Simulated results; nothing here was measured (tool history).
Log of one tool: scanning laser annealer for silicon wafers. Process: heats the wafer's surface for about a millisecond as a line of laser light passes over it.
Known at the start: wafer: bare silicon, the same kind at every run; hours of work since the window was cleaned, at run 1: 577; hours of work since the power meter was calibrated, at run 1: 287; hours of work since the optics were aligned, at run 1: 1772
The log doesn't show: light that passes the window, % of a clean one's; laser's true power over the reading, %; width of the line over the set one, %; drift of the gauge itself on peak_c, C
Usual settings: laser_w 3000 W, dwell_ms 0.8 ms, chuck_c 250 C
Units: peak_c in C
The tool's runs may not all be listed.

| run | hour | laser_w | dwell_ms | chuck_c | hours of work since the window was cleaned | hours of work since the power meter was calibrated | hours of work since the optics were aligned | peak_c |
|---|---|---|---|---|---|---|---|---|
| 1 | 0 | 3000 | 0.8 | 250 | 577 | 287 | 1772 | 968 |
| 2 | 13.4 | 3000 | 0.8 | 250 | 583 | 293 | 1778 | 972 |
| 3 | 34.9 | 3000 | 0.8 | 250 | 593 | 303 | 1788 | 974 |
| 4 | 47.9 | 2640 | 0.8 | 250 | 599 | 309 | 1794 | 888 |
|  | 56 | window over the wafer cleaned |
| 5 | 70.9 | 2640 | 0.8 | 250 | 7 | 318 | 1804 | 926 |
| 6 | 87 | 2640 | 0.8 | 250 | 14 | 325 | 1811 | 929 |
| 7 | 97.9 | 2640 | 0.8 | 250 | 19 | 330 | 1816 | 929 |
| 8 | 120.3 | 2640 | 0.8 | 250 | 29 | 341 | 1826 | 923 |
|  | 132.1 | optics aligned, line set to its width |
| 9 | 143 | 2640 | 0.8 | 250 | 37 | 349 | 5 | 929 |
| 10 | 153.8 | 2939 | 0.8 | 250 | 42 | 354 | 10 | 1001 |
| 11 | 168.3 | 3000 | 0.676 | 250 | 49 | 360 | 16 | 955 |
| 12 | 189 | 3000 | 0.676 | 250 | 58 | 370 | 26 | 956 |
| 13 | 199.8 | 3000 | 0.676 | 250 | 63 | 374 | 31 | 955 |
| 14 | 211.9 | 3000 | 0.676 | 250 | 69 | 380 | 36 | 954 |
| 15 | 227.1 | 3000 | 0.676 | 250 | 76 | 387 | 43 | 953 |
| 16 | 245.7 | 2798 | 0.676 | 250 | 84 | 395 | 52 | 909 |
| 17 | 266.2 | 2798 | 0.676 | 250 | 93 | 405 | 61 | 909 |
| 18 | 288.6 | 3000 | 0.661 | 250 | 103 | 415 | 71 | 946 |
| 19 | 308.5 | 3000 | 0.661 | 250 | 113 | 424 | 80 | 945 |
| 20 | 317.7 | 3000 | 0.661 | 250 | 117 | 428 | 84 | 944 |
| 21 | 330.7 | 3000 | 0.661 | 250 | 123 | 434 | 90 | 946 |
| 22 | 343.3 | 3000 | 0.8 | 238 | 128 | 440 | 96 | 996 |
| 23 | 353.8 | 3000 | 0.6 | 234 | 133 | 444 | 101 | 896 |
| 24 | 366.4 | 3234 | 0.854 | 250 | 139 | 450 | 107 | 1089 |
| 25 | 384.7 | 2815 | 0.854 | 267 | 147 | 459 | 115 | 1004 |
| 26 | 394.2 | 2878 | 0.854 | 288 | 151 | 463 | 119 | 1039 |
| 27 | 412 | 3185 | 0.775 | 229 | 160 | 471 | 127 | 1018 |
| 28 | 425.6 | 3185 | 0.775 | 229 | 166 | 477 | 133 | 1018 |
| 29 | 439.5 | 2832 | 0.8 | 250 | 172 | 483 | 140 | 964 |
| 30 | 451.2 | 2764 | 0.8 | 257 | 177 | 489 | 145 | 958 |
| 31 | 468.6 | 2926 | 0.878 | 251 | 185 | 497 | 153 | 1021 |
| 32 | 487.9 | 2948 | 0.592 | 279 | 194 | 505 | 162 | 920 |
| 33 | 507.6 | 2948 | 0.592 | 279 | 203 | 514 | 171 | 920 |
| 34 | 517.2 | 2805 | 0.574 | 289 | 207 | 519 | 175 | 894 |
| 35 | 534.9 | 2802 | 0.988 | 236 | 215 | 527 | 183 | 1015 |
| 36 | 551 | 3000 | 0.987 | 221 | 223 | 534 | 190 | 1050 |
| 37 | 564 | 3000 | 0.8 | 261 | 229 | 540 | 196 | 1012 |
| 38 | 576.9 | 3000 | 0.8 | 261 | 235 | 546 | 202 | 1012 |
| 39 | 594.2 | 2639 | 0.8 | 255 | 242 | 554 | 210 | 922 |
| 40 | 615 | 3057 | 0.741 | 277 | 252 | 563 | 220 | 1013 |
| 41 | 624.5 | 2568 | 0.642 | 274 | 256 | 568 | 224 | 857 |

Forecast each of these 4 alternatives for the next run:
| A | 636.9 | 2823 | 0.757 | 213 | 262 | 573 | 230 | ? |
| B | 636.9 | 2639 | 0.851 | 280 | 262 | 573 | 230 | ? |
| C | 636.9 | 3000 | 0.884 | 249 | 262 | 573 | 230 | ? |
| D | 636.9 | 2568 | 0.564 | 258 | 262 | 573 | 230 | ? |

| run | peak_c |
|---|---|
| A | 904 |
| B | 964 |
| C | 1035 |
| D | 808 |
Without the tool's hidden state the same runs would have given:
| run | peak_c |
|---|---|
| A | 924 |
| B | 984 |
| C | 1058 |
| D | 824 |
